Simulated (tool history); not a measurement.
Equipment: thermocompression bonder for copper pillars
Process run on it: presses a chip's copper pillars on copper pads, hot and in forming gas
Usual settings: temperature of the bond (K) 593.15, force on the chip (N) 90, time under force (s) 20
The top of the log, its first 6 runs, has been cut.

run	day	temperature of the bond (K)	force on the chip (N)	time under force (s)	hours of work since the heater was calibrated	hours of work since the force cell was calibrated	hours of work since the gas filter was changed	force that shears a chip off (N)
7	9.800	569.15	90	20	668	410	39	77.3
8	10.879	569.15	90	20	683	424	54	76.8
9	13.221	593.15	90	23	715	456	86	95.7
# day 14.829: forming gas filter changed
10	15.079	593.15	90	23	740	482	3	98.3
11	16.217	593.15	90	23	756	497	19	100.1
12	18.733	593.15	90	15	790	532	53	84.7
13	21.183	593.15	90	15	824	565	87	82.7
# day 22.679: forming gas filter changed
14	22.679	613.15	90	20	844	585	0	111.6
15	23.867	613.15	90	20	860	602	16	107.1
16	25.588	593.15	90	20	884	625	40	92.2
17	27.362	593.15	90	20	908	649	64	92.3
18	29.525	593.15	90	20	938	679	94	92.0
# day 30.492: forming gas filter changed
19	30.867	593.15	90	20	956	697	5	98.8
20	32.275	608.15	97	20	975	717	24	107.9
21	34.038	613.15	71	22	999	741	49	95.1
22	35.225	613.15	71	22	1016	757	65	94.3
23	36.967	622.15	90	20	1039	781	89	107.2
24	38.158	622.15	90	20	1056	797	105	103.5
# day 38.446: force cell calibrated
# day 38.467: forming gas filter changed
25	39.988	601.15	87	20	1080	21	21	98.2
26	41.979	610.15	57	24	1107	48	48	83.1
27	44.254	593.15	73	20	1138	79	79	80.0
# day 46.329: forming gas filter changed
28	46.642	593.15	70	20	1171	112	4	82.0
29	48.254	564.15	80	25	1193	134	26	75.4
# day 49.408: force cell calibrated, once more
30	49.421	564.15	80	25	1208	0	42	77.7
31	51.846	600.15	103	14	1241	33	75	95.5

Run 32 has not been measured yet. What should we expect?
32	53.346	609.15	91	38	1262	54	95	?

force that shears a chip off (N): 117.2
Had the tool carried no hidden state, the very same run would have given force that shears a chip off (N) 124.0.

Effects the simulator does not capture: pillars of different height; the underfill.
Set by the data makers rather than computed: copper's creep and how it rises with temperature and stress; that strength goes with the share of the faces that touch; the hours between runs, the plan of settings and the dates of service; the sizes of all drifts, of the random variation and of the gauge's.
